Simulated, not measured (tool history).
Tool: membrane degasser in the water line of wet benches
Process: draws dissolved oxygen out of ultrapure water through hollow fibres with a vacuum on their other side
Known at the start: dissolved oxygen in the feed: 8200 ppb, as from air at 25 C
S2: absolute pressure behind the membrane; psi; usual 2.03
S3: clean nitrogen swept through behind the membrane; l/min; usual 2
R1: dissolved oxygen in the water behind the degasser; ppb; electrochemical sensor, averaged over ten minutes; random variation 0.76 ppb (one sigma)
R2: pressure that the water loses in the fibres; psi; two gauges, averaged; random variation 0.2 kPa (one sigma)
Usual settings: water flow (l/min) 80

{"run": 1, "hour": 0.0, "water flow (l/min)": 80, "S2": 2.03, "S3": 2, "R1": 812, "R2": 8.169}
{"run": 2, "hour": 97.1, "water flow (l/min)": 80, "S2": 2.03, "S3": 2, "R1": 810.8, "R2": 8.203}
{"run": 3, "hour": 194.2, "water flow (l/min)": 80, "S2": 2.03, "S3": 2, "R1": 811.4, "R2": 8.205}
{"run": 4, "hour": 277.7, "water flow (l/min)": 80, "S2": 4.8, "S3": 2, "R1": 1934.6, "R2": 8.216}
{"run": 5, "hour": 370.6, "water flow (l/min)": 80, "S2": 2.03, "S3": 3.06, "R1": 585.1, "R2": 8.248}
{"run": 6, "hour": 478.5, "water flow (l/min)": 80, "S2": 2.67, "S3": 2, "R1": 1099.6, "R2": 8.205}
{"run": 7, "hour": 584.6, "water flow (l/min)": 80, "S2": 2.03, "S3": 2, "R1": 811.2, "R2": 8.225}
{"run": 8, "hour": 664.5, "water flow (l/min)": 97, "S2": 2.03, "S3": 2, "R1": 945.9, "R2": 9.986}
{"run": 9, "hour": 741.1, "water flow (l/min)": 118, "S2": 2.03, "S3": 2, "R1": 1104.2, "R2": 12.122}
{"run": 10, "hour": 791.7, "water flow (l/min)": 118, "S2": 2.03, "S3": 2, "R1": 1103.9, "R2": 12.189}
{"run": 11, "hour": 849.3, "water flow (l/min)": 118, "S2": 2.03, "S3": 2, "R1": 1102.9, "R2": 12.051}
{"run": 12, "hour": 920.6, "water flow (l/min)": 80, "S2": 2.03, "S3": 2, "R1": 813.1, "R2": 8.232}
{"run": 13, "hour": 994.8, "water flow (l/min)": 80, "S2": 2.03, "S3": 2, "R1": 811.1, "R2": 8.229}
{"run": 14, "hour": 1042.1, "water flow (l/min)": 80, "S2": 2.03, "S3": 2, "R1": 811.9, "R2": 8.189}
{"run": 15, "hour": 1152.4, "water flow (l/min)": 80, "S2": 2.03, "S3": 2, "R1": 814.5, "R2": 8.176}
{"run": 16, "hour": 1246.7, "water flow (l/min)": 80, "S2": 4.51, "S3": 2, "R1": 1832.8, "R2": 8.227}
{"run": 17, "hour": 1352.1, "water flow (l/min)": 80, "S2": 1.89, "S3": 2, "R1": 746.1, "R2": 8.228}
{"run": 18, "hour": 1457.7, "water flow (l/min)": 51, "S2": 3.45, "S3": 1.15, "R1": 1531.1, "R2": 5.243}
{"run": 19, "hour": 1510.6, "water flow (l/min)": 51, "S2": 3.45, "S3": 1.08, "R1": 1595.6, "R2": 5.25}
{"run": 20, "hour": 1602.8, "water flow (l/min)": 73, "S2": 2.23, "S3": 2.69, "R1": 673.1, "R2": 7.588}
{"run": 21, "hour": 1654.0, "water flow (l/min)": 86, "S2": 1.97, "S3": 1.26, "R1": 1142.7, "R2": 8.853}
{"run": 22, "hour": 1726.1, "water flow (l/min)": 86, "S2": 1.97, "S3": 1.26, "R1": 1143.6, "R2": 8.831}
{"run": 23, "hour": 1774.5, "water flow (l/min)": 86, "S2": 1.97, "S3": 1.26, "R1": 1144.5, "R2": 8.828}
{"run": 24, "hour": 1864.7, "water flow (l/min)": 63, "S2": 3.41, "S3": 1.26, "R1": 1640.6, "R2": 6.505}
{"run": 25, "hour": 1941.4, "water flow (l/min)": 82, "S2": 4.82, "S3": 2, "R1": 1980.3, "R2": 8.466}
{"run": 26, "hour": 2018.8, "water flow (l/min)": 85, "S2": 1.78, "S3": 2, "R1": 733, "R2": 8.775}
{"run": 27, "hour": 2128.3, "water flow (l/min)": 118, "S2": 2.03, "S3": 1.81, "R1": 1182, "R2": 12.145}
{"hour": 2135.7, "done": "vacuum gauge calibrated"}
{"run": 28, "hour": 2198.6, "water flow (l/min)": 77, "S2": 2.03, "S3": 1.81, "R1": 845.7, "R2": 7.968}
{"run": 29, "hour": 2284.2, "water flow (l/min)": 77, "S2": 2.03, "S3": 1.81, "R1": 845.4, "R2": 7.918}
{"run": 30, "hour": 2340.5, "water flow (l/min)": 76, "S2": 3.13, "S3": 2.14, "R1": 1188.9, "R2": 7.844}
{"run": 31, "hour": 2388.9, "water flow (l/min)": 76, "S2": 3.13, "S3": 2.14, "R1": 1191.5, "R2": 7.862}

3 ways to go on from here, each from the tool as it stands after run 31. What would each give?
{"run": "A", "hour": 2466.2, "water flow (l/min)": 90, "S2": 2.58, "S3": 2.07, "R1": "?", "R2": "?"}
{"run": "B", "hour": 2466.2, "water flow (l/min)": 64, "S2": 4.51, "S3": 3.63, "R1": "?", "R2": "?"}
{"run": "C", "hour": 2466.2, "water flow (l/min)": 80, "S2": 2.54, "S3": 2, "R1": "?", "R2": "?"}

run=A R1=1133.7 R2=9.333
run=B R1=995.2 R2=6.614
run=C R1=1041.3 R2=8.228
Without the tool's hidden state the same runs would have given:
run=A R1=1127.9 R2=9.174
run=B R1=991.7 R2=6.501
run=C R1=1036.1 R2=8.087
